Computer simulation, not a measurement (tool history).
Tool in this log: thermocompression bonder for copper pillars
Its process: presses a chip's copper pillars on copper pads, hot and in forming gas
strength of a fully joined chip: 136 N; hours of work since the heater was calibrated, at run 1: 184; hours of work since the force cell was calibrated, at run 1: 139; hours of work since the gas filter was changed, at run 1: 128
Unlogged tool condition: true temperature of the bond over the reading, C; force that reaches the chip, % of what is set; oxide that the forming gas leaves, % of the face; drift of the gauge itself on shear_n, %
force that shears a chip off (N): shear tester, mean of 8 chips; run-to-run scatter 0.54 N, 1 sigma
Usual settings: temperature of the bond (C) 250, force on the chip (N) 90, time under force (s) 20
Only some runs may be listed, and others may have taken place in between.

| run | hour | temperature of the bond (C) | force on the chip (N) | time under force (s) | hours of work since the heater was calibrated | hours of work since the force cell was calibrated | hours of work since the gas filter was changed | force that shears a chip off (N) |
|---|---|---|---|---|---|---|---|---|
| 1 | 0.0 | 250 | 90 | 20 | 184 | 139 | 128 | 64.6 |
| 2 | 14.5 | 250 | 90 | 44 | 193 | 149 | 137 | 82.7 |
| 3 | 22.6 | 250 | 90 | 44 | 199 | 154 | 143 | 82.7 |
| 4 | 30.4 | 250 | 90 | 20 | 204 | 159 | 148 | 65.2 |
| 5 | 42.3 | 250 | 90 | 20 | 212 | 167 | 156 | 64.8 |
| 6 | 49.7 | 250 | 90 | 20 | 217 | 172 | 161 | 64.8 |
| 7 | 62.2 | 250 | 90 | 20 | 225 | 181 | 169 | 64.1 |
| 8 | 75.5 | 250 | 90 | 20 | 234 | 190 | 178 | 65.1 |
| 9 | 87.6 | 229 | 90 | 20 | 242 | 198 | 186 | 52.1 |
|  | 91.3 | forming gas filter changed |
| 10 | 101.8 | 250 | 90 | 23 | 252 | 207 | 7 | 70.4 |
| 11 | 107.9 | 250 | 90 | 15 | 256 | 211 | 11 | 60.4 |
| 12 | 123.1 | 250 | 90 | 20 | 266 | 221 | 21 | 66.8 |
| 13 | 133.4 | 235 | 90 | 20 | 273 | 228 | 28 | 58.0 |
| 14 | 145.1 | 235 | 90 | 20 | 281 | 236 | 36 | 57.7 |
| 15 | 155.3 | 250 | 90 | 46 | 287 | 243 | 43 | 87.1 |
| 16 | 162.7 | 250 | 118 | 46 | 292 | 248 | 48 | 104.6 |
| 17 | 169.7 | 250 | 90 | 20 | 297 | 253 | 53 | 66.0 |
| 18 | 176.5 | 250 | 90 | 20 | 302 | 257 | 57 | 67.0 |
| 19 | 189.9 | 250 | 90 | 20 | 311 | 266 | 66 | 66.1 |
| 20 | 198.3 | 250 | 90 | 48 | 316 | 272 | 72 | 88.3 |
| 21 | 211.0 | 250 | 90 | 48 | 325 | 280 | 80 | 87.3 |
| 22 | 225.6 | 240 | 75 | 49 | 335 | 290 | 90 | 68.8 |
| 23 | 237.9 | 233 | 75 | 20 | 343 | 298 | 98 | 46.1 |
| 24 | 246.3 | 233 | 75 | 20 | 348 | 304 | 104 | 45.9 |
| 25 | 257.5 | 278 | 90 | 23 | 356 | 311 | 112 | 83.7 |
| 26 | 267.8 | 235 | 127 | 18 | 363 | 318 | 118 | 76.0 |
| 27 | 280.4 | 227 | 86 | 35 | 371 | 327 | 127 | 60.5 |
| 28 | 290.6 | 278 | 73 | 20 | 378 | 334 | 134 | 67.4 |
| 29 | 303.4 | 244 | 123 | 16 | 387 | 342 | 142 | 76.2 |
| 30 | 312.0 | 273 | 123 | 45 | 393 | 348 | 148 | 114.2 |
| 31 | 326.1 | 227 | 132 | 55 | 402 | 357 | 158 | 100.1 |
| 32 | 333.2 | 241 | 132 | 55 | 407 | 362 | 162 | 107.5 |
| 33 | 341.2 | 264 | 65 | 47 | 412 | 368 | 168 | 70.4 |
| 34 | 354.4 | 264 | 65 | 47 | 421 | 376 | 177 | 70.6 |
| 35 | 368.5 | 221 | 90 | 36 | 430 | 386 | 186 | 59.4 |
|  | 372.2 | forming gas filter changed |
| 36 | 383.1 | 221 | 90 | 36 | 440 | 395 | 7 | 63.2 |
| 37 | 395.3 | 250 | 90 | 15 | 448 | 404 | 16 | 60.8 |
| 38 | 406.1 | 250 | 90 | 15 | 455 | 411 | 23 | 60.7 |
| 39 | 413.5 | 250 | 90 | 15 | 460 | 416 | 28 | 60.2 |
| 40 | 420.1 | 250 | 70 | 20 | 465 | 420 | 32 | 52.1 |
| 41 | 428.8 | 250 | 70 | 20 | 471 | 426 | 38 | 52.5 |

Alternative continuations, all from the tool just after run 41; predict every row:
| A | 441.9 | 259 | 84 | 42 | 479 | 435 | 47 | ? |
| B | 441.9 | 247 | 70 | 35 | 479 | 435 | 47 | ? |
| C | 441.9 | 249 | 66 | 20 | 479 | 435 | 47 | ? |

| run | force that shears a chip off (N) |
|---|---|
| A | 85.9 |
| B | 60.8 |
| C | 48.5 |
Stripped of hidden state, with their random variation kept, the same runs would have yielded:
| run | force that shears a chip off (N) |
|---|---|
| A | 85.6 |
| B | 60.2 |
| C | 47.9 |
